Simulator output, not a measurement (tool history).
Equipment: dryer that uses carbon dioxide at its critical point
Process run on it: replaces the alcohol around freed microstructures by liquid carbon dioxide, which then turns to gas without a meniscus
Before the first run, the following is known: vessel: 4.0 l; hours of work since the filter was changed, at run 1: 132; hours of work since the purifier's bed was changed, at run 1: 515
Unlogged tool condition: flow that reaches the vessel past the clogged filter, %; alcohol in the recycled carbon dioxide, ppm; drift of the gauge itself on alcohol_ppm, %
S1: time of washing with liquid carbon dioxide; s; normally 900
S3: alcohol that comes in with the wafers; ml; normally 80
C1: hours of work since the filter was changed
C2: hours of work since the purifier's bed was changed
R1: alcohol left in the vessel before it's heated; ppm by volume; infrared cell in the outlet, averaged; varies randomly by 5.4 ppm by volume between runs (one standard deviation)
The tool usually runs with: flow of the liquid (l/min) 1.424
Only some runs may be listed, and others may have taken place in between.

Run 1, hour 0.0: usual settings; C1 132; C2 515. Result: R1 385 ppm by volume.
Run 2, hour 18.4: usual settings; C1 142; C2 525. Result: R1 399 ppm by volume.
Run 3, hour 55.2: usual settings but S3 24 ml; C1 161; C2 544. Result: R1 217 ppm by volume.
At hour 85.9: inlet filter changed.
Run 4, hour 95.3: usual settings but S3 24 ml; C1 5; C2 564. Result: R1 182 ppm by volume.
Run 5, hour 121.4: usual settings but S3 24 ml; C1 18; C2 578. Result: R1 188 ppm by volume.
Run 6, hour 153.1: usual settings but S3 24 ml; C1 35; C2 594. Result: R1 188 ppm by volume.
Run 7, hour 188.3: usual settings; C1 53; C2 613. Result: R1 325 ppm by volume.
Run 8, hour 212.5: usual settings but S3 27 ml; C1 66; C2 625. Result: R1 219 ppm by volume.
Run 9, hour 241.9: usual settings but S3 27 ml; C1 81; C2 640. Result: R1 225 ppm by volume.
Run 10, hour 261.1: usual settings but S1 1380 s, flow of the liquid (l/min) 1.620; C1 91; C2 650. Result: R1 163 ppm by volume.
Run 11, hour 299.6: usual settings but S1 1380 s, flow of the liquid (l/min) 1.620; C1 111; C2 670. Result: R1 167 ppm by volume.
Run 12, hour 326.4: usual settings but S1 1140 s, S3 108 ml; C1 125; C2 684. Result: R1 266 ppm by volume.
At hour 353.8: purifier's bed changed.
Run 13, hour 358.4: usual settings but S1 1140 s, flow of the liquid (l/min) 1.380, S3 31 ml; C1 140; C2 2. Result: R1 47 ppm by volume.
Run 14, hour 387.5: usual settings but S1 1140 s, flow of the liquid (l/min) 1.380, S3 31 ml; C1 155; C2 17. Result: R1 48 ppm by volume.
Run 15, hour 427.4: usual settings but S1 1140 s, flow of the liquid (l/min) 1.380, S3 31 ml; C1 176; C2 38. Result: R1 71 ppm by volume.
At hour 431.1: inlet filter changed.
Run 16, hour 461.2: usual settings but S1 840 s, flow of the liquid (l/min) 1.710, S3 20 ml; C1 16; C2 55. Result: R1 38 ppm by volume.
Run 17, hour 494.8: usual settings but S1 1080 s, flow of the liquid (l/min) 1.920, S3 65 ml; C1 33; C2 73. Result: R1 24 ppm by volume.

The same runs without the tool's hidden state, with the same run-to-run variation:
run   R1
  1  141
  2  142
  3   42
  4   51
  5   44
  6   38
  7  143
  8   52
  9   47
 10    5
 11    8
 12   51
 13   22
 14   16
 15   27
 16   20
 17    2
